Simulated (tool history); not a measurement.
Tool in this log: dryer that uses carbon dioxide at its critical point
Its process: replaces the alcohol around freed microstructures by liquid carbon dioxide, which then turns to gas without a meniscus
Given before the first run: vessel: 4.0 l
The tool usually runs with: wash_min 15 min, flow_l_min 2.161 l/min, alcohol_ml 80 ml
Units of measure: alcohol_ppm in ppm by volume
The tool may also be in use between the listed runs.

run	hour	wash_min	flow_l_min	alcohol_ml	alcohol_ppm
1	0	15	2.161	80	41
2	10.1	15	1.48	80	136
3	27.1	15	1.48	57	108
4	44.8	15	2.161	89	52
5	65.8	15	2.161	89	48
6	80.5	13	2.161	80	62
7	95.2	15	2.161	80	47
8	117.6	15	2.161	80	51
9	131.4	15	2.161	80	46
10	153	15	2.161	80	49
11	163.3	15	2.161	80	59

What will run 12 give?
12	172.4	15	2.161	24	?

{"run 12": {"alcohol_ppm": 43}}
With no hidden state in the tool, this same run would have given alcohol_ppm 0 ppm by volume.
